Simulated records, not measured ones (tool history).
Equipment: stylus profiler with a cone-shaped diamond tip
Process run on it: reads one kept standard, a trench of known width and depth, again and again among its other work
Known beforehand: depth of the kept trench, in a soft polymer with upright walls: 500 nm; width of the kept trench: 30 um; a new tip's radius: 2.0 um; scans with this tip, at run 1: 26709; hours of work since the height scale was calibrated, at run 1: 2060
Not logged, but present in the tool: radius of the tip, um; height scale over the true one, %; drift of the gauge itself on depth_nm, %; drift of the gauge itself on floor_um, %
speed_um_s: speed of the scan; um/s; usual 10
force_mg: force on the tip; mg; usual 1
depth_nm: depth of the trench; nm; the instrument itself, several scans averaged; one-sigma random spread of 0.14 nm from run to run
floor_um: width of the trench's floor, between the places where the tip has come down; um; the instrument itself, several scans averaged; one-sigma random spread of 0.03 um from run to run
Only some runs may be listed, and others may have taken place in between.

run     day  speed_um_s  force_mg  scans with this tip  hours of work since the height scale was calibrated  depth_nm  floor_um
  1       0          10         1                26709                                                 2060    502.42     27.27
  2   2.571          10         1                27235                                                 2101    502.25     27.25
  3   6.217          10         1                27981                                                 2158    502.07     27.28
      9.208  -- height scale calibrated on a step standard
  4   9.742          10         1                28698                                                    8     502.3     27.23
  5  14.062          10         1                29582                                                   77    501.98     27.31
  6  16.646          10         1                30110                                                  117    502.19     27.26
  7  19.925          10         1                30781                                                  169    502.25     27.27
  8  24.154          10      0.75                31646                                                  236       502     27.25
  9  26.233          10      0.75                32071                                                  269    501.84     27.21
 10  29.708          10      0.75                32782                                                  323    501.81     27.25
 11  34.038          10      0.57                33668                                                  392    501.34     27.21
 12  37.192          10         1                34313                                                  442    502.07     27.23
 13  40.954          10      1.23                35082                                                  501    502.39     27.22
 14  43.938          10      1.69                35693                                                  548    503.06     27.24
 15  47.675          10      1.69                36458                                                  607    503.14     27.31
 16  50.504           9         1                37036                                                  652    501.95     27.27
 17  52.692          27         1                37484                                                  686    501.88     27.07
 18  56.533           9      0.78                38269                                                  747    501.91     27.24
 19  59.529          10      0.51                38882                                                  794    501.48     27.23
     63.142  -- new tip fitted, height scale calibrated
 20  63.558          14         1                   85                                                    7    502.04      27.2
 21  67.454           2       1.4                  883                                                   68    502.67     27.35

Predict the results of run 22:
 22  70.358          17       2.2                 1476                                                  114         ?         ?

Run 22 came out at depth_nm 503.67 nm, floor_um 27.21 um.
Minus the tool's unlogged condition, the same run would have read depth_nm 503.67 nm, floor_um 27.21 um.
